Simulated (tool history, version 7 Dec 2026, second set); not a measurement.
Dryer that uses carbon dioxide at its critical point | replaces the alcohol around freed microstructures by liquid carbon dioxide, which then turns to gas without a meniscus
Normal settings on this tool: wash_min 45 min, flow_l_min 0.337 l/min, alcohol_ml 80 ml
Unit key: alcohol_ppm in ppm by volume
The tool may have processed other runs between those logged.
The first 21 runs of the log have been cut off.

run    hour  wash_min  flow_l_min  alcohol_ml  hours of work since the filter was changed  hours of work since the purifier's bed was changed  alcohol_ppm
 22   774.7        45       0.229          80                                         280                                                 299          741
 23   822.3        45       0.229          80                                         297                                                 316          756
 24   853.2        45       0.229          80                                         308                                                 327          783
      882.7  -- inlet filter changed
 25   903.7        45       0.229          80                                           8                                                 345          524
 26   941.5        38       0.296          28                                          21                                                 359          135
 27   987.0        38       0.337          31                                          38                                                 375           74
 28  1027.3        38       0.306          93                                          52                                                 390          366
 29  1065.8        68       0.254          41                                          66                                                 404           38
 30  1115.1        67       0.467         100                                          84                                                 421           29
 31  1141.5        67       0.361          46                                          94                                                 431           20
 32  1166.0        67       0.361          46                                         102                                                 440           27
 33  1210.0        55       0.211         105                                         118                                                 456          465
 34  1249.2        52       0.458          91                                         132                                                 470           31
 35  1293.2        72       0.238          37                                         148                                                 486           49
 36  1323.0        42       0.238          83                                         159                                                 497          753
 37  1349.7        70       0.447          40                                         169                                                 506           38

What will run 38 give?
 38  1378.8        70       0.447          40                                         179                                                 517            ?

{"run 38": {"alcohol_ppm": 25}}
The same run, on a tool lacking any hidden state, would have yielded alcohol_ppm 1 ppm by volume.
